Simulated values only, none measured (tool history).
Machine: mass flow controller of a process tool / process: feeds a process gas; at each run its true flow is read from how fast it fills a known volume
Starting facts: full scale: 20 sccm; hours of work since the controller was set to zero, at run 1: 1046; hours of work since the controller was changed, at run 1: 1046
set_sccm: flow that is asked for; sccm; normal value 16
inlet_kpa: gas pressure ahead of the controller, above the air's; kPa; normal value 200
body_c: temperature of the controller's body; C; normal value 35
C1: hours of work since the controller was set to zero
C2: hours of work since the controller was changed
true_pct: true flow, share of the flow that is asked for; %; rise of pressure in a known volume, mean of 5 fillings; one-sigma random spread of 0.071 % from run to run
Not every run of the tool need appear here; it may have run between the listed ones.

Run 1, day 0.000: usual settings; C1 1046; C2 1046. Result: true_pct 100.08 %.
Run 2, day 7.675: usual settings; C1 1149; C2 1149. Result: true_pct 100.01 %.
Run 3, day 19.633: usual settings; C1 1310; C2 1310. Result: true_pct 99.92 %.
Run 4, day 26.846: usual settings; C1 1407; C2 1407. Result: true_pct 99.86 %.
Run 5, day 35.758: usual settings; C1 1526; C2 1526. Result: true_pct 99.68 %.
Run 6, day 47.679: usual settings but set_sccm 5 sccm; C1 1686; C2 1686. Result: true_pct 98.01 %.
Run 7, day 54.850: usual settings but inlet_kpa 226 kPa; C1 1782; C2 1782. Result: true_pct 99.44 %.
Run 8, day 64.112: usual settings but inlet_kpa 226 kPa; C1 1907; C2 1907. Result: true_pct 99.27 %.
Run 9, day 75.938: usual settings; C1 2065; C2 2065. Result: true_pct 99.28 %.
Run 10, day 85.988: usual settings; C1 2200; C2 2200. Result: true_pct 99.01 %.
Run 11, day 97.638: usual settings; C1 2356; C2 2356. Result: true_pct 98.89 %.
Run 12, day 109.571: usual settings but inlet_kpa 197 kPa; C1 2516; C2 2516. Result: true_pct 98.67 %.
Run 13, day 118.962: usual settings but set_sccm 8 sccm, inlet_kpa 277 kPa; C1 2642; C2 2642. Result: true_pct 97.40 %.
Run 14, day 126.542: usual settings but set_sccm 8 sccm, inlet_kpa 277 kPa; C1 2744; C2 2744. Result: true_pct 97.09 %.
Run 15, day 132.204: usual settings but set_sccm 6 sccm, inlet_kpa 161 kPa, body_c 34 C; C1 2820; C2 2820. Result: true_pct 97.19 %.
Run 16, day 143.279: usual settings but set_sccm 6 sccm, inlet_kpa 161 kPa, body_c 34 C; C1 2969; C2 2969. Result: true_pct 97.07 %.
Run 17, day 154.138: usual settings but set_sccm 3 sccm, inlet_kpa 233 kPa, body_c 34 C; C1 3114; C2 3114. Result: true_pct 96.04 %.
Run 18, day 160.646: usual settings but set_sccm 4 sccm, inlet_kpa 150 kPa, body_c 23 C; C1 3202; C2 3202. Result: true_pct 95.78 %.
Run 19, day 172.125: usual settings but set_sccm 4 sccm, inlet_kpa 150 kPa, body_c 23 C; C1 3356; C2 3356. Result: true_pct 95.58 %.
Run 20, day 180.092: usual settings but set_sccm 10 sccm, inlet_kpa 160 kPa, body_c 25 C; C1 3462; C2 3462. Result: true_pct 96.62 %.
Run 21, day 185.121: usual settings but set_sccm 19 sccm, inlet_kpa 160 kPa, body_c 25 C; C1 3530; C2 3530. Result: true_pct 97.67 %.

How would selected steps in true_pct from run to run divide? Give the signed amount a tool lacking its hidden state would still show from settings, what came in and random variation, and the signed amount left for the hidden state, including any gauge scatter that is not in both of the compared results.
What the log doesn't record here: flow at rest that the sensor doesn't see, % of full scale; true flow over the shown one, %; drift of the gauge itself on true_pct, %.
Run 5 -> 6: set_sccm 16 -> 5. true_pct -1.67 %: hidden state -0.13, all else -1.54.
Run 6 -> 7: set_sccm 5 -> 16, inlet_kpa 200 -> 226. true_pct +1.43 %: hidden state -0.11, all else +1.54.
Run 8 -> 9: inlet_kpa 226 -> 200. true_pct +0.01 %: hidden state -0.15, all else +0.16.
Run 10 -> 11: no setting changed, nothing entered. true_pct -0.12 %: hidden state -0.15, all else +0.03.

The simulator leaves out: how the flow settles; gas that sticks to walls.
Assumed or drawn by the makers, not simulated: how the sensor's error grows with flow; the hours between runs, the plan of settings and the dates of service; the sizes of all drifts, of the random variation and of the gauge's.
